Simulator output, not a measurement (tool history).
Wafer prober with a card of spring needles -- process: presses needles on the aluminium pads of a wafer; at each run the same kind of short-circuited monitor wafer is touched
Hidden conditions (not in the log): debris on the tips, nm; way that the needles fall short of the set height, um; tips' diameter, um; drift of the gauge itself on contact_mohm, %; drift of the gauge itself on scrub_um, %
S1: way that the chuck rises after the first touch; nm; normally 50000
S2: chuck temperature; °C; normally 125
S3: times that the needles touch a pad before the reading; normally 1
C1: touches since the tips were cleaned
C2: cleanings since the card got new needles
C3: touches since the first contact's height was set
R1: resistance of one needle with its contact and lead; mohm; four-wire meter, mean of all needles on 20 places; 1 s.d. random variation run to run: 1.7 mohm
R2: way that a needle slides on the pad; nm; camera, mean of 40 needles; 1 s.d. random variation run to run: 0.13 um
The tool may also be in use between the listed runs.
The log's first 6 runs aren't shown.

| run | hour | S1 | S2 | S3 | C1 | C2 | C3 | R1 | R2 |
|---|---|---|---|---|---|---|---|---|---|
|  | 58.5 | tips cleaned on abrasive film |
| 7 | 62.5 | 50000 | 125 | 1 | 1116 | 40 | 155226 | 278 | 8790 |
|  | 71.7 | tips cleaned on abrasive film |
| 8 | 76.1 | 50000 | 125 | 1 | 1241 | 41 | 159027 | 290 | 8530 |
| 9 | 83.5 | 50000 | 125 | 1 | 3343 | 41 | 161129 | 370 | 8520 |
|  | 84.4 | tips cleaned on abrasive film |
| 10 | 93.2 | 50000 | 31 | 1 | 2467 | 42 | 163812 | 350 | 8610 |
|  | 97.4 | tips cleaned on abrasive film |
| 11 | 100.4 | 37000 | 125 | 1 | 836 | 43 | 165817 | 318 | 5940 |
| 12 | 109.5 | 37000 | 125 | 1 | 3413 | 43 | 168394 | 537 | 6240 |
|  | 110.2 | tips cleaned on abrasive film |
| 13 | 121.8 | 50000 | 125 | 1 | 3278 | 44 | 171846 | 376 | 8500 |
|  | 122.7 | tips cleaned on abrasive film |
| 14 | 131.4 | 50000 | 125 | 1 | 2446 | 45 | 174517 | 338 | 8620 |
|  | 135.7 | tips cleaned on abrasive film |
| 15 | 138.1 | 50000 | 125 | 1 | 684 | 46 | 176374 | 253 | 8350 |
| 16 | 144.0 | 50000 | 125 | 1 | 2338 | 46 | 178028 | 337 | 8420 |
|  | 148.4 | tips cleaned on abrasive film |
| 17 | 154.9 | 50000 | 125 | 1 | 1826 | 47 | 181079 | 312 | 8340 |
|  | 161.1 | tips cleaned on abrasive film |
| 18 | 168.2 | 50000 | 125 | 1 | 2027 | 48 | 184815 | 317 | 8560 |
|  | 174.6 | tips cleaned on abrasive film |
| 19 | 181.2 | 50000 | 102 | 2 | 1860 | 49 | 188442 | 261 | 8380 |

Run 20, settings as shown, results not yet in. Your forecast:
|  | 187.7 | tips cleaned on abrasive film |
| 20 | 191.2 | 50000 | 102 | 2 | 1008 | 50 | 191247 | ? | ? |

Run 20 measured R1 231 mohm, R2 8440 nm.
Minus the tool's unlogged condition, the same run would have read R1 173 mohm, R2 9440 nm.

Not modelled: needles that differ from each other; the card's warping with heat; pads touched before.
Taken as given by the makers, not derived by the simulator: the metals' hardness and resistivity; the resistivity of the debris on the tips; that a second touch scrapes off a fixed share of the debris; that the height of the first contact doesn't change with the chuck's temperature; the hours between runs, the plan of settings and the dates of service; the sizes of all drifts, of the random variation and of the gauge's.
